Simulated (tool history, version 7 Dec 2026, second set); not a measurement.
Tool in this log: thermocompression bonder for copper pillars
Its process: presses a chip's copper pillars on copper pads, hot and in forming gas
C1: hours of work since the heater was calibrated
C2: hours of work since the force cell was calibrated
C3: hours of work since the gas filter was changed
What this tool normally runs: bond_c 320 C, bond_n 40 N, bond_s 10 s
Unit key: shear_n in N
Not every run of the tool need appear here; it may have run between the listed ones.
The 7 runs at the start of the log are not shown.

Run 8, day 2.388: usual settings but bond_n 56 N; C1 682; C2 174; C3 245. Result: shear_n 109.3 N.
Run 9, day 2.854: usual settings; C1 687; C2 179; C3 250. Result: shear_n 89.4 N.
Run 10, day 3.2: usual settings; C1 691; C2 183; C3 254. Result: shear_n 89.9 N.
Run 11, day 3.679: usual settings; C1 696; C2 188; C3 259. Result: shear_n 89.2 N.
Run 12, day 4.004: usual settings; C1 700; C2 192; C3 263. Result: shear_n 88.9 N.
Run 13, day 4.242: usual settings but bond_s 8 s; C1 702; C2 195; C3 265. Result: shear_n 84.6 N.
Run 14, day 4.708: usual settings but bond_s 8 s; C1 708; C2 200; C3 270. Result: shear_n 83.8 N.
Run 15, day 4.921: usual settings but bond_s 8 s; C1 710; C2 202; C3 273. Result: shear_n 84.2 N.
Run 16, day 5.192: usual settings but bond_s 8 s; C1 713; C2 205; C3 276. Result: shear_n 83.8 N.
Run 17, day 5.558: usual settings but bond_s 8 s; C1 717; C2 209; C3 280. Result: shear_n 84.4 N.
Run 18, day 5.925: usual settings but bond_s 8 s; C1 721; C2 213; C3 284. Result: shear_n 84.2 N.
Run 19, day 6.392: usual settings but bond_c 319 C, bond_n 59 N; C1 726; C2 219; C3 289. Result: shear_n 110.9 N.
Run 20, day 6.783: usual settings but bond_c 319 C, bond_n 59 N; C1 731; C2 223; C3 293. Result: shear_n 111.4 N.
Run 21, day 7.038: usual settings but bond_c 319 C, bond_n 59 N; C1 733; C2 226; C3 296. Result: shear_n 110.2 N.
Run 22, day 7.388: usual settings but bond_c 319 C, bond_n 59 N; C1 737; C2 230; C3 300. Result: shear_n 111.4 N.
Run 23, day 7.808: usual settings but bond_c 319 C, bond_n 30 N; C1 742; C2 234; C3 305. Result: shear_n 69.2 N.
Run 24, day 8.075: usual settings but bond_c 319 C, bond_n 30 N, bond_s 25 s; C1 745; C2 237; C3 308. Result: shear_n 90.8 N.
Run 25, day 8.308: usual settings but bond_n 34 N, bond_s 13 s; C1 748; C2 240; C3 310. Result: shear_n 84 N.
Run 26, day 8.788: usual settings but bond_c 340 C, bond_n 31 N, bond_s 6 s; C1 753; C2 245; C3 316. Result: shear_n 70.3 N.
Run 27, day 9.192: usual settings but bond_c 340 C, bond_n 31 N, bond_s 6 s; C1 757; C2 250; C3 320. Result: shear_n 70.7 N.
Run 28, day 9.554: usual settings but bond_c 340 C, bond_n 31 N, bond_s 6 s; C1 761; C2 254; C3 324. Result: shear_n 70.8 N.
Run 29, day 9.908: usual settings but bond_n 51 N, bond_s 8 s; C1 765; C2 258; C3 328. Result: shear_n 100.6 N.
Run 30, day 10.262: usual settings but bond_n 51 N, bond_s 14 s; C1 769; C2 262; C3 332. Result: shear_n 109.7 N.

5 options for the next run, each taken on its own from the tool as it stands now. Forecast them:
Run A, day 10.467: usual settings but bond_c 292 C, bond_n 51 N, bond_s 6 s; C1 772; C2 264; C3 334. Result: shear_n ?.
Run B, day 10.467: usual settings but bond_c 326 C; C1 772; C2 264; C3 334. Result: shear_n ?.
Run C, day 10.467: usual settings but bond_n 47 N, bond_s 19 s; C1 772; C2 264; C3 334. Result: shear_n ?.
Run D, day 10.467: usual settings but bond_c 324 C, bond_n 58 N, bond_s 14 s; C1 772; C2 264; C3 334. Result: shear_n ?.
Run E, day 10.467: usual settings but bond_s 7 s; C1 772; C2 264; C3 334. Result: shear_n ?.

run  shear_n
  A     78.7
  B     92.8
  C    111.4
  D    116.8
  E     81.3
Without the tool's unlogged condition, the same runs would have read:
run  shear_n
  A       79
  B     93.1
  C    111.7
  D    117.1
  E     81.5

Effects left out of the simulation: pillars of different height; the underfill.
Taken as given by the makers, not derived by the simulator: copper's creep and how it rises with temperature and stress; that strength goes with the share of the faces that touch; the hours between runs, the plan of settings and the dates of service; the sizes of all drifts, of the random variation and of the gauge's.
